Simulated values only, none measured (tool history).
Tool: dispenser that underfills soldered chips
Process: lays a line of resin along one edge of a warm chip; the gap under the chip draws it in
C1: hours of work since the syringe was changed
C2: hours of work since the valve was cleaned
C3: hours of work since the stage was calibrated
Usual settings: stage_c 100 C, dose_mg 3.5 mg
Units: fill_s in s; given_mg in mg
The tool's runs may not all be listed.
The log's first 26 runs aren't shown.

run 27 day=10.121 | stage_c=103 dose_mg=4.46 | C1=5 C2=13 C3=287 | fill_s=29.9 given_mg=4.414
-- day=10.342 new syringe of resin
run 28 day=10.392 | stage_c=110 dose_mg=4.46 | C1=1 C2=17 C3=291 | fill_s=18.3 given_mg=4.389
run 29 day=10.617 | stage_c=110 dose_mg=4.46 | C1=4 C2=20 C3=294 | fill_s=22.7 given_mg=4.374
run 30 day=10.867 | stage_c=88 dose_mg=3.23 | C1=8 C2=24 C3=298 | fill_s=58.3 given_mg=3.147
-- day=10.912 new syringe of resin
run 31 day=11.15 | stage_c=104 dose_mg=4.01 | C1=4 C2=28 C3=302 | fill_s=26.7 given_mg=3.907
-- day=11.471 new syringe of resin
run 32 day=11.679 | stage_c=87 dose_mg=4.39 | C1=3 C2=36 C3=310 | fill_s=43 given_mg=4.242
-- day=12.042 new syringe of resin
-- day=12.083 dispensing valve cleaned and set on the balance
run 33 day=12.179 | stage_c=87 dose_mg=4.39 | C1=1 C2=1 C3=317 | fill_s=37.4 given_mg=4.366
-- day=12.646 new syringe of resin
run 34 day=12.688 | stage_c=111 dose_mg=3.45 | C1=1 C2=9 C3=325 | fill_s=17.7 given_mg=3.412
run 35 day=13.025 | stage_c=108 dose_mg=3.48 | C1=6 C2=14 C3=330 | fill_s=27.7 given_mg=3.409
-- day=13.233 new syringe of resin
run 36 day=13.488 | stage_c=98 dose_mg=4.21 | C1=4 C2=21 C3=337 | fill_s=32.5 given_mg=4.096

Forecast each of these 3 alternatives for the next run:
run A day=13.762 | stage_c=100 dose_mg=3.87 | C1=8 C2=25 C3=341 | fill_s=? given_mg=?
run B day=13.762 | stage_c=108 dose_mg=4.14 | C1=8 C2=25 C3=341 | fill_s=? given_mg=?
run C day=13.762 | stage_c=96 dose_mg=4.07 | C1=8 C2=25 C3=341 | fill_s=? given_mg=?

run=A fill_s=41.5 given_mg=3.763
run=B fill_s=32.3 given_mg=4.036
run=C fill_s=46.5 given_mg=3.946
Without the tool's hidden state the same runs would have given:
run=A fill_s=22.3 given_mg=3.864
run=B fill_s=17.3 given_mg=4.144
run=C fill_s=25 given_mg=4.052
